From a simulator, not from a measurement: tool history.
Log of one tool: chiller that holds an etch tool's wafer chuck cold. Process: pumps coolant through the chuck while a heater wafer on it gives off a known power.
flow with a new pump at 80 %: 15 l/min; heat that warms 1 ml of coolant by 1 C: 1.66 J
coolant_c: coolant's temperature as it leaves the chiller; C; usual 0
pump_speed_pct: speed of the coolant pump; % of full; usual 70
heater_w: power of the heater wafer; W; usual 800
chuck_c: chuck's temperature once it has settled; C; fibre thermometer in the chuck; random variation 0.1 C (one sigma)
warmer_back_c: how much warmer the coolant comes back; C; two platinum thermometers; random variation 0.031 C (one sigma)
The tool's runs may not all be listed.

{"run": 1, "hour": 0.0, "coolant_c": 0, "pump_speed_pct": 70, "heater_w": 800, "chuck_c": 6.5, "warmer_back_c": 2.25}
{"run": 2, "hour": 149.0, "coolant_c": 0, "pump_speed_pct": 70, "heater_w": 800, "chuck_c": 6.4, "warmer_back_c": 2.24}
{"run": 3, "hour": 363.8, "coolant_c": 0, "pump_speed_pct": 70, "heater_w": 800, "chuck_c": 6.6, "warmer_back_c": 2.17}
{"run": 4, "hour": 586.9, "coolant_c": 0, "pump_speed_pct": 70, "heater_w": 800, "chuck_c": 6.5, "warmer_back_c": 2.24}
{"run": 5, "hour": 702.8, "coolant_c": 0, "pump_speed_pct": 70, "heater_w": 800, "chuck_c": 6.3, "warmer_back_c": 2.17}
{"run": 6, "hour": 805.8, "coolant_c": 4, "pump_speed_pct": 81, "heater_w": 652, "chuck_c": 8.7, "warmer_back_c": 1.5}
{"run": 7, "hour": 971.8, "coolant_c": 4, "pump_speed_pct": 81, "heater_w": 652, "chuck_c": 8.7, "warmer_back_c": 1.5}
{"run": 8, "hour": 1079.5, "coolant_c": -3, "pump_speed_pct": 71, "heater_w": 468, "chuck_c": 0.6, "warmer_back_c": 1.18}
{"run": 9, "hour": 1274.7, "coolant_c": 5, "pump_speed_pct": 70, "heater_w": 520, "chuck_c": 9.2, "warmer_back_c": 1.35}
{"hour": 1360.0, "done": "chiller's thermometer calibrated"}
{"run": 10, "hour": 1487.9, "coolant_c": -4, "pump_speed_pct": 70, "heater_w": 797, "chuck_c": 2.3, "warmer_back_c": 2.09}

5 ways to go on from here, each from the tool as it stands after run 10. What would each give?
{"run": "A", "hour": 1628.2, "coolant_c": 8, "pump_speed_pct": 70, "heater_w": 1166, "chuck_c": "?", "warmer_back_c": "?"}
{"run": "B", "hour": 1628.2, "coolant_c": 8, "pump_speed_pct": 91, "heater_w": 418, "chuck_c": "?", "warmer_back_c": "?"}
{"run": "C", "hour": 1628.2, "coolant_c": -4, "pump_speed_pct": 84, "heater_w": 608, "chuck_c": "?", "warmer_back_c": "?"}
{"run": "D", "hour": 1628.2, "coolant_c": -9, "pump_speed_pct": 81, "heater_w": 570, "chuck_c": "?", "warmer_back_c": "?"}
{"run": "E", "hour": 1628.2, "coolant_c": -1, "pump_speed_pct": 64, "heater_w": 1166, "chuck_c": "?", "warmer_back_c": "?"}

run=A chuck_c=17.5 warmer_back_c=3.01
run=B chuck_c=10.6 warmer_back_c=0.72
run=C chuck_c=0.3 warmer_back_c=1.24
run=D chuck_c=-5.0 warmer_back_c=1.20
run=E chuck_c=9.3 warmer_back_c=3.43
Without the tool's hidden state the same runs would have given:
run=A chuck_c=17.5 warmer_back_c=3.17
run=B chuck_c=10.6 warmer_back_c=0.89
run=C chuck_c=0.2 warmer_back_c=1.40
run=D chuck_c=-5.0 warmer_back_c=1.37
run=E chuck_c=9.2 warmer_back_c=3.59

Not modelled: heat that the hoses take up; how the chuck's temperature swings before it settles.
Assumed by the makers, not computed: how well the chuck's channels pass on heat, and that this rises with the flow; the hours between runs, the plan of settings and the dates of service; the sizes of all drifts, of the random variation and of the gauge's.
